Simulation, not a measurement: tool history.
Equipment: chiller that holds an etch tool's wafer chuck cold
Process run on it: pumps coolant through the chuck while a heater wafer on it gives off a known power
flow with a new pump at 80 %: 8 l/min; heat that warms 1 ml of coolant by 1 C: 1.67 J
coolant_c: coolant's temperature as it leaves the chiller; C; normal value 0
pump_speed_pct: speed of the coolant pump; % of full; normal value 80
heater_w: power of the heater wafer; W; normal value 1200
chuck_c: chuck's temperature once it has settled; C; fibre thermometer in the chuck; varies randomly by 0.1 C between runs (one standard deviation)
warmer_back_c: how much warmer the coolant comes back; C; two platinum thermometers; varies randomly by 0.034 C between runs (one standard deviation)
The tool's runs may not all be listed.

Run 1, hour 0.0: usual settings. Result: chuck_c 10.8 C, warmer_back_c 5.40 C.
Run 2, hour 20.7: usual settings. Result: chuck_c 10.8 C, warmer_back_c 5.41 C.
Run 3, hour 35.9: usual settings but coolant_c 3 C. Result: chuck_c 13.8 C, warmer_back_c 5.41 C.
Run 4, hour 61.2: usual settings but coolant_c 3 C. Result: chuck_c 13.8 C, warmer_back_c 5.42 C.
Run 5, hour 83.1: usual settings but coolant_c -2 C. Result: chuck_c 8.8 C, warmer_back_c 5.37 C.
Run 6, hour 103.7: usual settings but coolant_c -2 C. Result: chuck_c 8.8 C, warmer_back_c 5.34 C.
Run 7, hour 116.7: usual settings. Result: chuck_c 10.7 C, warmer_back_c 5.33 C.
Run 8, hour 130.4: usual settings. Result: chuck_c 10.7 C, warmer_back_c 5.34 C.
Run 9, hour 156.5: usual settings. Result: chuck_c 10.8 C, warmer_back_c 5.30 C.
Run 10, hour 183.7: usual settings. Result: chuck_c 10.8 C, warmer_back_c 5.35 C.
Run 11, hour 199.1: usual settings. Result: chuck_c 10.9 C, warmer_back_c 5.29 C.
Run 12, hour 220.2: usual settings. Result: chuck_c 10.9 C, warmer_back_c 5.33 C.
Run 13, hour 242.5: usual settings. Result: chuck_c 10.8 C, warmer_back_c 5.39 C.
Run 14, hour 259.3: usual settings. Result: chuck_c 10.8 C, warmer_back_c 5.32 C.
Run 15, hour 273.5: usual settings but coolant_c 7 C. Result: chuck_c 18.0 C, warmer_back_c 5.37 C.
Run 16, hour 291.0: usual settings but coolant_c -3 C. Result: chuck_c 7.8 C, warmer_back_c 5.33 C.
Run 17, hour 316.8: usual settings but pump_speed_pct 64 % of full, heater_w 822 W. Result: chuck_c 8.8 C, warmer_back_c 4.50 C.
Run 18, hour 336.2: usual settings but pump_speed_pct 69 % of full, heater_w 902 W. Result: chuck_c 9.0 C, warmer_back_c 4.62 C.
Run 19, hour 364.3: usual settings but pump_speed_pct 69 % of full, heater_w 902 W. Result: chuck_c 8.9 C, warmer_back_c 4.59 C.
Run 20, hour 383.4: usual settings but heater_w 1568 W. Result: chuck_c 14.0 C, warmer_back_c 6.94 C.
Run 21, hour 409.1: usual settings but heater_w 1471 W. Result: chuck_c 13.3 C, warmer_back_c 6.48 C.
Run 22, hour 430.7: usual settings but heater_w 1471 W. Result: chuck_c 13.2 C, warmer_back_c 6.51 C.
Run 23, hour 454.1: usual settings but coolant_c -5 C, pump_speed_pct 88 % of full, heater_w 1108 W. Result: chuck_c 4.3 C, warmer_back_c 4.44 C.
Run 24, hour 483.0: usual settings but pump_speed_pct 70 % of full, heater_w 1174 W. Result: chuck_c 11.6 C, warmer_back_c 5.88 C.
Run 25, hour 495.7: usual settings but pump_speed_pct 60 % of full, heater_w 1292 W. Result: chuck_c 14.2 C, warmer_back_c 7.60 C.
Run 26, hour 510.1: usual settings but pump_speed_pct 60 % of full, heater_w 1292 W. Result: chuck_c 14.0 C, warmer_back_c 7.57 C.
Run 27, hour 530.6: usual settings but coolant_c 7 C, pump_speed_pct 60 % of full, heater_w 1557 W. Result: chuck_c 24.2 C, warmer_back_c 9.08 C.
Run 28, hour 544.2: usual settings but coolant_c 7 C, pump_speed_pct 60 % of full, heater_w 1557 W. Result: chuck_c 24.1 C, warmer_back_c 9.08 C.
Run 29, hour 559.5: usual settings but coolant_c 9 C, pump_speed_pct 65 % of full, heater_w 759 W. Result: chuck_c 16.9 C, warmer_back_c 4.04 C.
Run 30, hour 584.8: usual settings but coolant_c -9 C, pump_speed_pct 68 % of full, heater_w 1789 W. Result: chuck_c 9.0 C, warmer_back_c 9.30 C.
Run 31, hour 610.9: usual settings but coolant_c -9 C, pump_speed_pct 68 % of full, heater_w 1789 W. Result: chuck_c 8.9 C, warmer_back_c 9.19 C.
Run 32, hour 625.3: usual settings but coolant_c -9 C, pump_speed_pct 62 % of full, heater_w 702 W. Result: chuck_c -1.4 C, warmer_back_c 3.88 C.

Alternative continuations, all from the tool just after run 32; predict every row:
Run A, hour 640.7: usual settings but coolant_c -1 C, heater_w 755 W. Result: chuck_c ?, warmer_back_c ?.
Run B, hour 640.7: usual settings but coolant_c -2 C. Result: chuck_c ?, warmer_back_c ?.
Run C, hour 640.7: usual settings but coolant_c -9 C, pump_speed_pct 92 % of full, heater_w 1406 W. Result: chuck_c ?, warmer_back_c ?.
Run D, hour 640.7: usual settings but coolant_c 8 C, pump_speed_pct 61 % of full, heater_w 1055 W. Result: chuck_c ?, warmer_back_c ?.

run  chuck_c  warmer_back_c
  A      5.7           3.20
  B      8.9           5.26
  C      2.5           5.33
  D     19.5           5.97
Had the tool no hidden state, the same runs would have come out as:
run  chuck_c  warmer_back_c
  A      5.7           3.35
  B      8.9           5.41
  C      2.5           5.49
  D     19.4           6.12
